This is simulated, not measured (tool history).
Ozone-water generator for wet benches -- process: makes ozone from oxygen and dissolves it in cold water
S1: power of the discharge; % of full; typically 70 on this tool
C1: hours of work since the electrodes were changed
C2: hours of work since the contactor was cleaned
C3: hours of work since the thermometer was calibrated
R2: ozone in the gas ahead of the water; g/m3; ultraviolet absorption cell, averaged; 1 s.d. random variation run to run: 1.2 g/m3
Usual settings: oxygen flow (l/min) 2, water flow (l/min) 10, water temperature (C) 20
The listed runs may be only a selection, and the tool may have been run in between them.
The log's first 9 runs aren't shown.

Run 10, day 16.729: usual settings; C1 728; C2 2702; C3 694. Result: dissolved ozone (ppm) 22.1, R2 223.7 g/m3.
Run 11, day 18.392: usual settings; C1 753; C2 2727; C3 719. Result: dissolved ozone (ppm) 21.8, R2 222.8 g/m3.
Run 12, day 20.175: usual settings; C1 780; C2 2754; C3 747. Result: dissolved ozone (ppm) 21.7, R2 221.5 g/m3.
Run 13, day 21.879: usual settings; C1 806; C2 2780; C3 773. Result: dissolved ozone (ppm) 21.7, R2 221.3 g/m3.
Run 14, day 23.533: usual settings; C1 832; C2 2806; C3 798. Result: dissolved ozone (ppm) 21.7, R2 221.8 g/m3.
Run 15, day 24.825: usual settings but water flow (l/min) 12; C1 852; C2 2825; C3 818. Result: dissolved ozone (ppm) 18.9, R2 224.5 g/m3.
Run 16, day 27.412: usual settings but water flow (l/min) 7; C1 891; C2 2865; C3 858. Result: dissolved ozone (ppm) 27.8, R2 223.1 g/m3.
Run 17, day 28.942: usual settings but water flow (l/min) 7; C1 915; C2 2888; C3 881. Result: dissolved ozone (ppm) 27.6, R2 221.4 g/m3.
Run 18, day 30.85: usual settings but water flow (l/min) 7; C1 944; C2 2918; C3 910. Result: dissolved ozone (ppm) 28, R2 220.8 g/m3.
Run 19, day 33.358: usual settings but S1 49 % of full, oxygen flow (l/min) 1.71, water flow (l/min) 15; C1 982; C2 2956; C3 949. Result: dissolved ozone (ppm) 12.7, R2 204 g/m3.
Run 20, day 35.762: usual settings but S1 94 % of full; C1 1019; C2 2993; C3 985. Result: dissolved ozone (ppm) 25.2, R2 260.3 g/m3.
Run 21, day 38.025: usual settings but water temperature (C) 14; C1 1054; C2 3028; C3 1020. Result: dissolved ozone (ppm) 23.1, R2 222.6 g/m3.
Run 22, day 39.533: usual settings but water flow (l/min) 6, water temperature (C) 18; C1 1077; C2 3051; C3 1043. Result: dissolved ozone (ppm) 31.4, R2 218.5 g/m3.
Run 23, day 41.467: usual settings but water flow (l/min) 9; C1 1106; C2 3080; C3 1073. Result: dissolved ozone (ppm) 23.3, R2 222.5 g/m3.
Run 24, day 43.129: usual settings but S1 59 % of full, oxygen flow (l/min) 1.84, water flow (l/min) 12, water temperature (C) 21; C1 1132; C2 3106; C3 1098. Result: dissolved ozone (ppm) 16.7, R2 211.2 g/m3.
Run 25, day 44.825: usual settings; C1 1158; C2 3132; C3 1124. Result: dissolved ozone (ppm) 21.5, R2 220.3 g/m3.
Run 26, day 46.262: usual settings but oxygen flow (l/min) 3.59, water flow (l/min) 9; C1 1180; C2 3154; C3 1146. Result: dissolved ozone (ppm) 21.8, R2 154.7 g/m3.
Run 27, day 48.304: usual settings but oxygen flow (l/min) 1.43, water flow (l/min) 9, water temperature (C) 15; C1 1211; C2 3185; C3 1177. Result: dissolved ozone (ppm) 24.8, R2 270.7 g/m3.
Run 28, day 49.988: usual settings but S1 69 % of full, water flow (l/min) 8; C1 1237; C2 3211; C3 1203. Result: dissolved ozone (ppm) 24.8, R2 220 g/m3.
Run 29, day 52.408: usual settings but S1 69 % of full, water flow (l/min) 8; C1 1274; C2 3248; C3 1240. Result: dissolved ozone (ppm) 25.1, R2 218 g/m3.
Run 30, day 54.446: usual settings but S1 94 % of full, oxygen flow (l/min) 3.14, water flow (l/min) 14, water temperature (C) 13; C1 1305; C2 3279; C3 1271. Result: dissolved ozone (ppm) 20.8, R2 195.1 g/m3.
Run 31, day 56.154: usual settings but S1 54 % of full, water flow (l/min) 11; C1 1331; C2 3305; C3 1298. Result: dissolved ozone (ppm) 17.3, R2 190 g/m3.
Run 32, day 58.55: usual settings but S1 54 % of full, water flow (l/min) 11; C1 1368; C2 3342; C3 1334. Result: dissolved ozone (ppm) 17.3, R2 192.5 g/m3.
Run 33, day 61.062: usual settings but S1 54 % of full, water flow (l/min) 11; C1 1406; C2 3380; C3 1373. Result: dissolved ozone (ppm) 17.5, R2 189.7 g/m3.
Run 34, day 63.329: usual settings but oxygen flow (l/min) 1.82, water flow (l/min) 9, water temperature (C) 19; C1 1441; C2 3415; C3 1407. Result: dissolved ozone (ppm) 23.2, R2 235 g/m3.

3 ways to go on from here, each from the tool as it stands after run 34. What would each give?
Run A, day 65.412: usual settings but S1 46 % of full, oxygen flow (l/min) 1.82, water flow (l/min) 9, water temperature (C) 28; C1 1473; C2 3447; C3 1439. Result: dissolved ozone (ppm) ?, R2 ?.
Run B, day 65.412: usual settings but S1 45 % of full, oxygen flow (l/min) 1.82, water flow (l/min) 14, water temperature (C) 16; C1 1473; C2 3447; C3 1439. Result: dissolved ozone (ppm) ?, R2 ?.
Run C, day 65.412: usual settings but oxygen flow (l/min) 1.08; C1 1473; C2 3447; C3 1439. Result: dissolved ozone (ppm) ?, R2 ?.

run  dissolved ozone (ppm)     R2
  A                   16.3  184.9
  B                   13.2  182.9
  C                   20.4  319.4
With the hidden condition removed and each run's random variation left untouched, the same runs would have given:
run  dissolved ozone (ppm)     R2
  A                   17.7  190.6
  B                   14.4  188.5
  C                   22.3  332.1
